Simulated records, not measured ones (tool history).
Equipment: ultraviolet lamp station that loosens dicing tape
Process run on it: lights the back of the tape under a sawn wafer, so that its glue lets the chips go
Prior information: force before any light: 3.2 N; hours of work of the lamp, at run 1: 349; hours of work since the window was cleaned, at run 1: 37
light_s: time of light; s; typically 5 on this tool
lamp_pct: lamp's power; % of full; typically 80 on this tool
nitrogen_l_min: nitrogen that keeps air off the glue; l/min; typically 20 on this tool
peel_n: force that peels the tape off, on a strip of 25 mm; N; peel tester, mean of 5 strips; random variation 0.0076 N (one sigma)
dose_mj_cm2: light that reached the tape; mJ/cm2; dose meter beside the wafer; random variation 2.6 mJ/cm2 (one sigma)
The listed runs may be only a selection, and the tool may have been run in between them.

run,hour,light_s,lamp_pct,nitrogen_l_min,hours of work of the lamp,hours of work since the window was cleaned,peel_n,dose_mj_cm2
1,0.0,5,80,20,349,37,0.335,320
2,35.3,5,80,20,376,65,0.331,316
3,66.0,5,80,20,400,88,0.338,317
4,98.4,5,80,20,425,113,0.336,310
5,128.9,5,80,20,449,137,0.345,307
6,181.1,5,80,20,489,177,0.350,302
7,223.7,5,80,20,522,210,0.350,301
8,284.8,5,80,20,569,258,0.384,294
9,319.9,5,80,20,597,285,0.380,291
10,365.9,5,80,20,632,321,0.389,289
11,428.2,5,80,17,680,369,0.468,288
12,472.6,5,80,17,715,403,0.455,280
13,501.6,5,62,8,737,426,1.062,216
14,529.4,5,75,20,759,447,0.475,255
15,564.7,5,66,29,786,474,0.474,226
16,611.4,5,66,29,822,511,0.478,219
17,661.0,5,66,6,861,549,1.137,218
18,715.2,3,66,6,902,591,1.678,127
19,757.5,5,100,13,935,624,0.441,319

The next listed run, before its measurement:
# hour 812.0: window cleaned of glue's vapour
20,812.0,5,100,13,977,0,?,?

For run 20 the tool returned peel_n 0.378 N, dose_mj_cm2 354 mJ/cm2.
Without the tool's hidden state the same run would have given peel_n 0.273 N, dose_mj_cm2 432 mJ/cm2.

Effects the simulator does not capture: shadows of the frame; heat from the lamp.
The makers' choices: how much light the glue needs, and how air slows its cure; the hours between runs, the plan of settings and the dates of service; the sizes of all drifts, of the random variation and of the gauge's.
